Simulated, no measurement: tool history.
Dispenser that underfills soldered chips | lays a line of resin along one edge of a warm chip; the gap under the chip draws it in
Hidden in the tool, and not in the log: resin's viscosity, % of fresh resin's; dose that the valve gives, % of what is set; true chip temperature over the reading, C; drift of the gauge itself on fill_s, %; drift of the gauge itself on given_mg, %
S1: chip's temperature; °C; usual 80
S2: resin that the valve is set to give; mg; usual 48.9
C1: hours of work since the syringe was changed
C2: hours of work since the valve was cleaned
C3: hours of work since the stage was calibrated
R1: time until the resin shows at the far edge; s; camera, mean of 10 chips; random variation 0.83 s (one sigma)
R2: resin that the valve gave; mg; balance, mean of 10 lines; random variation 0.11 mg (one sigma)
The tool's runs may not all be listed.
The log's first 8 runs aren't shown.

run	hour	S1	S2	C1	C2	C3	R1	R2
# hour 83.6: new syringe of resin
9	89.0	70	48.9	4	69	71	151.7	47.93
# hour 91.9: dispensing valve cleaned and set on the balance
10	98.0	70	48.9	10	5	77	213.0	48.46
# hour 99.5: new syringe of resin
11	110.7	70	48.9	8	14	87	186.6	48.47
# hour 113.8: new syringe of resin
12	124.4	70	48.9	8	24	97	187.5	48.31
# hour 128.2: new syringe of resin
13	136.4	70	42.2	6	33	106	173.0	41.44
# hour 142.1: new syringe of resin
14	145.0	70	42.2	2	39	112	146.0	41.53
# hour 157.0: new syringe of resin
15	157.4	67	48.9	0	48	121	145.2	47.75
# hour 171.5: new syringe of resin
16	171.5	67	48.9	0	59	132	139.3	47.53
17	182.4	67	48.9	8	67	140	217.7	47.51
# hour 186.4: new syringe of resin
# hour 188.2: dispensing valve cleaned and set on the balance
18	196.5	72	45.4	7	6	150	157.1	45.06
# hour 201.4: new syringe of resin
19	212.1	94	59.1	8	18	161	60.1	58.63
# hour 216.2: new syringe of resin
20	225.6	71	49.9	7	28	171	166.2	49.43
# hour 230.2: new syringe of resin
21	234.8	72	57.5	3	35	178	127.7	56.93
# hour 244.7: new syringe of resin
22	246.5	74	44.6	1	43	186	107.0	44.06
23	252.8	86	47.2	6	48	191	79.6	46.62
# hour 258.8: new syringe of resin
24	268.4	74	61.8	7	60	203	140.0	60.38
# hour 272.7: new syringe of resin
# hour 283.7: dispensing valve cleaned and set on the balance
25	284.0	85	48.9	8	0	214	89.8	48.76
# hour 287.8: new syringe of resin
26	297.8	74	58.4	8	10	224	145.2	58.48
# hour 302.0: new syringe of resin
27	311.4	83	56.7	7	20	234	93.1	56.41
# hour 316.6: new syringe of resin
28	321.3	73	52.8	4	28	241	122.5	52.11
# hour 330.3: new syringe of resin
29	331.6	90	52.6	1	35	249	49.3	52.15
30	341.6	75	60.4	9	43	256	141.9	59.50
# hour 344.9: new syringe of resin
31	356.9	75	60.4	9	54	268	139.5	59.37
# hour 360.0: new syringe of resin
32	372.6	74	53.0	10	66	279	159.9	52.02
# hour 374.0: new syringe of resin
# hour 380.2: dispensing valve cleaned and set on the balance
33	387.0	72	52.6	9	5	289	175.0	52.75

Forecast each of these 4 alternatives for the next run:
# hour 389.9: new syringe of resin
A	402.2	85	63.0	9	16	301	?	?
# hour 389.9: new syringe of resin
B	402.2	80	62.8	9	16	301	?	?
# hour 389.9: new syringe of resin
C	402.2	80	52.8	9	16	301	?	?
# hour 389.9: new syringe of resin
D	402.2	80	56.5	9	16	301	?	?

run	R1	R2
A	93.6	62.39
B	114.9	62.51
C	122.0	52.58
D	118.6	56.12
Without the tool's hidden state the same runs would have given:
run	R1	R2
A	60.7	62.77
B	74.4	62.89
C	79.0	52.90
D	76.7	56.46

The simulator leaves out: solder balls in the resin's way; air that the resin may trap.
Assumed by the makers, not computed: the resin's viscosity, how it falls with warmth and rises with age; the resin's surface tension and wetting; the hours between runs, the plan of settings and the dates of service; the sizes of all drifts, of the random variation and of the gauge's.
